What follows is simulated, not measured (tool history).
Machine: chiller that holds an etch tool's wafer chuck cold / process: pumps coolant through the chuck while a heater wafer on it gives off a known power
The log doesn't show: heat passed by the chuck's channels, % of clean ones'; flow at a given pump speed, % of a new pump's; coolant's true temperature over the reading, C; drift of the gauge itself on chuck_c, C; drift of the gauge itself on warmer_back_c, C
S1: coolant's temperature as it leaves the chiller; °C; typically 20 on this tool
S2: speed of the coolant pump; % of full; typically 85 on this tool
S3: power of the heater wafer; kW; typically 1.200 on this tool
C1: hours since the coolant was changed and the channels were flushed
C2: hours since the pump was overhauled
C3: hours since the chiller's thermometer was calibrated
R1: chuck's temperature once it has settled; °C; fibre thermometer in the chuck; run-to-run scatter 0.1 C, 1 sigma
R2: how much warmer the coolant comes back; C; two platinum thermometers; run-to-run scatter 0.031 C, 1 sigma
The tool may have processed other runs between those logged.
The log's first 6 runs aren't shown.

{"run": 7, "day": 6.325, "S1": 20, "S2": 62, "S3": 1.612, "C1": 1959, "C2": 387, "C3": 2490, "R1": 34.2, "R2": 4.88}
{"run": 8, "day": 7.788, "S1": 20, "S2": 62, "S3": 1.612, "C1": 1994, "C2": 422, "C3": 2526, "R1": 34.2, "R2": 4.93}
{"run": 9, "day": 9.429, "S1": 20, "S2": 62, "S3": 1.612, "C1": 2033, "C2": 462, "C3": 2565, "R1": 34.2, "R2": 4.95}
{"run": 10, "day": 10.379, "S1": 20, "S2": 85, "S3": 1.2, "C1": 2056, "C2": 484, "C3": 2588, "R1": 28.3, "R2": 2.59}
{"run": 11, "day": 11.838, "S1": 20, "S2": 85, "S3": 1.2, "C1": 2091, "C2": 519, "C3": 2623, "R1": 28.2, "R2": 2.6}
{"run": 12, "day": 12.883, "S1": 20, "S2": 85, "S3": 1.2, "C1": 2116, "C2": 544, "C3": 2648, "R1": 28.3, "R2": 2.55}
{"run": 13, "day": 13.933, "S1": 20, "S2": 85, "S3": 1.2, "C1": 2141, "C2": 570, "C3": 2673, "R1": 28.4, "R2": 2.6}
{"run": 14, "day": 14.721, "S1": 20, "S2": 85, "S3": 1.2, "C1": 2160, "C2": 589, "C3": 2692, "R1": 28.5, "R2": 2.6}
{"run": 15, "day": 15.721, "S1": 20, "S2": 85, "S3": 1.658, "C1": 2184, "C2": 613, "C3": 2716, "R1": 31.5, "R2": 3.53}
{"run": 16, "day": 16.675, "S1": 24, "S2": 85, "S3": 1.658, "C1": 2207, "C2": 635, "C3": 2739, "R1": 35.6, "R2": 3.6}
{"run": 17, "day": 17.912, "S1": 24, "S2": 85, "S3": 1.658, "C1": 2237, "C2": 665, "C3": 2768, "R1": 35.5, "R2": 3.55}
{"run": 18, "day": 19.279, "S1": 24, "S2": 62, "S3": 0.816, "C1": 2270, "C2": 698, "C3": 2801, "R1": 31.2, "R2": 2.55}
{"run": 19, "day": 20.4, "S1": 14, "S2": 81, "S3": 0.718, "C1": 2297, "C2": 725, "C3": 2828, "R1": 19.2, "R2": 1.61}
{"run": 20, "day": 21.9, "S1": 20, "S2": 96, "S3": 0.737, "C1": 2333, "C2": 761, "C3": 2864, "R1": 24.7, "R2": 1.43}
{"run": 21, "day": 23.117, "S1": 17, "S2": 68, "S3": 1.555, "C1": 2362, "C2": 790, "C3": 2893, "R1": 29.6, "R2": 4.25}
{"run": 22, "day": 24.467, "S1": 17, "S2": 68, "S3": 1.555, "C1": 2394, "C2": 822, "C3": 2926, "R1": 29.8, "R2": 4.35}
{"run": 23, "day": 25.808, "S1": 20, "S2": 65, "S3": 0.901, "C1": 2426, "C2": 855, "C3": 2958, "R1": 27.5, "R2": 2.6}
{"run": 24, "day": 27.279, "S1": 20, "S2": 73, "S3": 1.2, "C1": 2462, "C2": 890, "C3": 2993, "R1": 29.4, "R2": 3.11}
{"run": 25, "day": 28.108, "S1": 20, "S2": 99, "S3": 0.754, "C1": 2482, "C2": 910, "C3": 3013, "R1": 24.6, "R2": 1.4}
{"run": 26, "day": 29.517, "S1": 11, "S2": 98, "S3": 0.944, "C1": 2515, "C2": 944, "C3": 3047, "R1": 16.8, "R2": 1.73}

The next listed run, before its measurement:
{"run": 27, "day": 31.138, "S1": 11, "S2": 98, "S3": 0.944, "C1": 2554, "C2": 983, "C3": 3086, "R1": "?", "R2": "?"}

R1: 16.9 °C
R2: 1.71 C
If the tool had no hidden condition, the same run with the same run-to-run variation would have returned R1 16.9 °C, R2 1.70 C.

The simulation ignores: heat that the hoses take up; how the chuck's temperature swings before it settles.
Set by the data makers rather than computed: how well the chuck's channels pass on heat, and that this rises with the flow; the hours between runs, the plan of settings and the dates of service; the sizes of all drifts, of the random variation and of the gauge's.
